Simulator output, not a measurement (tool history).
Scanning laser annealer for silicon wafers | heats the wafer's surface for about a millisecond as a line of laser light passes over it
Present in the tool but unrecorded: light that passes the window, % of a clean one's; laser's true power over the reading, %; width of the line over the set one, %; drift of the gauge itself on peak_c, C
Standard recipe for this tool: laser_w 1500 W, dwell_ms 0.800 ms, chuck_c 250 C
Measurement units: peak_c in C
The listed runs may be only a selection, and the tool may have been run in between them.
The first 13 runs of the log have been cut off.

run,day,laser_w,dwell_ms,chuck_c,hours of work since the window was cleaned,hours of work since the power meter was calibrated,hours of work since the optics were aligned,peak_c
14,32.208,1424,0.800,250,713,1104,749,977
15,34.017,1424,0.800,250,732,1123,768,976
16,37.004,1424,0.800,250,764,1155,800,972
17,39.667,1424,0.800,250,793,1184,829,972
18,42.646,1424,0.800,250,825,1216,861,970
19,44.392,1424,0.800,250,843,1235,880,970
20,45.929,1507,0.979,250,860,1251,896,1088
21,48.125,1522,0.760,245,884,1275,920,1000
22,49.533,1357,0.800,239,899,1290,935,915
# day 51.012: window over the wafer cleaned
23,51.804,1562,0.663,250,9,1313,958,1031
24,54.188,1562,0.663,250,34,1339,984,1028
25,56.646,1562,0.663,250,61,1365,1010,1027
26,59.442,1348,0.986,286,91,1395,1040,1054
27,61.725,1502,0.912,246,115,1420,1065,1093
28,64.862,1500,0.945,256,149,1454,1099,1112
29,67.042,1485,0.975,286,172,1477,1122,1139
# day 70.296: optics aligned, line set to its width
30,70.542,1485,0.975,286,208,1512,3,1149
31,73.283,1485,0.975,286,237,1542,32,1146
32,76.179,1333,0.750,257,268,1573,63,933
33,77.775,1365,0.849,235,285,1590,80,964
34,80.325,1365,0.849,235,313,1618,108,967
35,83.062,1605,0.753,236,342,1647,137,1077

Here are 3 independent what-if runs from the current tool condition. What would each one return?
A,84.467,1487,0.753,236,357,1662,152,?
B,84.467,1635,0.753,236,357,1662,152,?
C,84.467,1622,0.610,250,357,1662,152,?

run,peak_c
A,1003
B,1096
C,1028
What these runs would have given with no unlogged condition in the tool:
run,peak_c
A,1031
B,1127
C,1057

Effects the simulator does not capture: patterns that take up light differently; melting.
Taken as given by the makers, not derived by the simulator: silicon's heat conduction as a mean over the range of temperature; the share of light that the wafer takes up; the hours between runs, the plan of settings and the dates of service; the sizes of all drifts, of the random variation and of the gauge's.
